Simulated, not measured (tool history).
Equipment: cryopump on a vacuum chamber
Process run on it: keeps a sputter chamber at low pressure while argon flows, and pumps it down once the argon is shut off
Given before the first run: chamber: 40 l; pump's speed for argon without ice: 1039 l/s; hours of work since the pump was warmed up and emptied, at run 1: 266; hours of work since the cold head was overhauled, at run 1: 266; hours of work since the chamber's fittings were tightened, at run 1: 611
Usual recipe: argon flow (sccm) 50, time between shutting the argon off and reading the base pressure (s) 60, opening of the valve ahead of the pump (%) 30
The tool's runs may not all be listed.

| run | hour | argon flow (sccm) | time between shutting the argon off and reading the base pressure (s) | opening of the valve ahead of the pump (%) | hours of work since the pump was warmed up and emptied | hours of work since the cold head was overhauled | hours of work since the chamber's fittings were tightened | pressure while argon flows (Pa) | pressure after the wait (uPa) |
|---|---|---|---|---|---|---|---|---|---|
| 1 | 0 | 50 | 60 | 30 | 266 | 266 | 611 | 0.2768 | 1.8 |
| 2 | 16.8 | 50 | 60 | 30 | 275 | 275 | 620 | 0.275 | 1.78 |
| 3 | 37 | 96 | 60 | 30 | 285 | 285 | 630 | 0.5313 | 1.83 |
| 4 | 66 | 96 | 60 | 30 | 300 | 300 | 645 | 0.528 | 1.82 |
| 5 | 82 | 96 | 60 | 30 | 308 | 308 | 653 | 0.5287 | 1.83 |
| 6 | 112.4 | 96 | 60 | 30 | 324 | 324 | 669 | 0.5317 | 1.82 |
| 7 | 133.6 | 96 | 60 | 30 | 334 | 334 | 680 | 0.5317 | 1.84 |
| 8 | 156.2 | 96 | 60 | 30 | 346 | 346 | 691 | 0.5334 | 1.88 |
| 9 | 182.1 | 96 | 60 | 30 | 359 | 359 | 704 | 0.5302 | 1.79 |
| 10 | 211.9 | 96 | 60 | 30 | 375 | 375 | 720 | 0.5346 | 1.83 |
| 11 | 230 | 71 | 60 | 30 | 384 | 384 | 729 | 0.3913 | 1.85 |
| 12 | 255.6 | 50 | 60 | 30 | 397 | 397 | 742 | 0.2774 | 1.87 |
| 13 | 271.1 | 50 | 60 | 30 | 405 | 405 | 750 | 0.2776 | 1.76 |
| 14 | 291.5 | 34 | 60 | 30 | 415 | 415 | 760 | 0.1891 | 1.92 |
| 15 | 315.1 | 50 | 60 | 25 | 427 | 427 | 773 | 0.3321 | 1.85 |
| 16 | 330.8 | 67 | 60 | 30 | 436 | 436 | 781 | 0.3732 | 1.93 |
| 17 | 360.9 | 50 | 60 | 30 | 451 | 451 | 796 | 0.2784 | 1.91 |
| 18 | 388.5 | 50 | 60 | 30 | 465 | 465 | 810 | 0.2784 | 1.92 |
| 19 | 417.6 | 50 | 60 | 30 | 480 | 480 | 825 | 0.2786 | 1.89 |
| 20 | 441 | 50 | 44 | 50 | 492 | 492 | 837 | 0.17 | 2.34 |
| 21 | 472.1 | 41 | 60 | 38 | 508 | 508 | 853 | 0.1829 | 1.9 |
| 22 | 485.3 | 41 | 60 | 38 | 515 | 515 | 860 | 0.1807 | 1.91 |
| 23 | 503.8 | 41 | 60 | 38 | 524 | 524 | 869 | 0.1841 | 1.92 |
| 24 | 521.8 | 41 | 60 | 38 | 533 | 533 | 878 | 0.1829 | 1.95 |
| 25 | 535.3 | 51 | 60 | 15 | 540 | 540 | 885 | 0.5638 | 1.92 |
| 26 | 564.8 | 30 | 119 | 33 | 555 | 555 | 900 | 0.1531 | 1.31 |
| 27 | 591.8 | 50 | 60 | 30 | 569 | 569 | 914 | 0.2802 | 1.97 |
| 28 | 622.8 | 50 | 60 | 30 | 585 | 585 | 930 | 0.2799 | 1.96 |
| 29 | 653.7 | 50 | 60 | 30 | 601 | 601 | 946 | 0.2823 | 1.97 |
| 30 | 675.4 | 50 | 60 | 18 | 612 | 612 | 957 | 0.4629 | 2.01 |
| 31 | 702.1 | 50 | 60 | 18 | 626 | 626 | 971 | 0.4599 | 1.98 |
| 32 | 731.3 | 79 | 60 | 35 | 641 | 641 | 986 | 0.3826 | 1.95 |
| 33 | 744.5 | 21 | 160 | 46 | 647 | 647 | 992 | 0.0782 | 1.2 |
| 34 | 763.9 | 21 | 227 | 20 | 657 | 657 | 1002 | 0.1761 | 1.11 |

What if the next run were any one of these 5? Each begins from the tool's condition after run 34:
| A | 781.1 | 50 | 248 | 24 | 666 | 666 | 1011 | ? | ? |
| B | 781.1 | 31 | 110 | 21 | 666 | 666 | 1011 | ? | ? |
| C | 781.1 | 21 | 227 | 36 | 666 | 666 | 1011 | ? | ? |
| D | 781.1 | 20 | 60 | 30 | 666 | 666 | 1011 | ? | ? |
| E | 781.1 | 44 | 57 | 24 | 666 | 666 | 1011 | ? | ? |

| run | pressure while argon flows (Pa) | pressure after the wait (uPa) |
|---|---|---|
| A | 0.3487 | 1.05 |
| B | 0.245 | 1.41 |
| C | 0.0978 | 1.08 |
| D | 0.1117 | 1.98 |
| E | 0.3067 | 2 |
The same runs, with their run-to-run variation unchanged, on a tool lacking any hidden condition would have given:
| run | pressure while argon flows (Pa) | pressure after the wait (uPa) |
|---|---|---|
| A | 0.3384 | 0.56 |
| B | 0.2387 | 0.94 |
| C | 0.0935 | 0.59 |
| D | 0.1076 | 1.5 |
| E | 0.2977 | 1.53 |
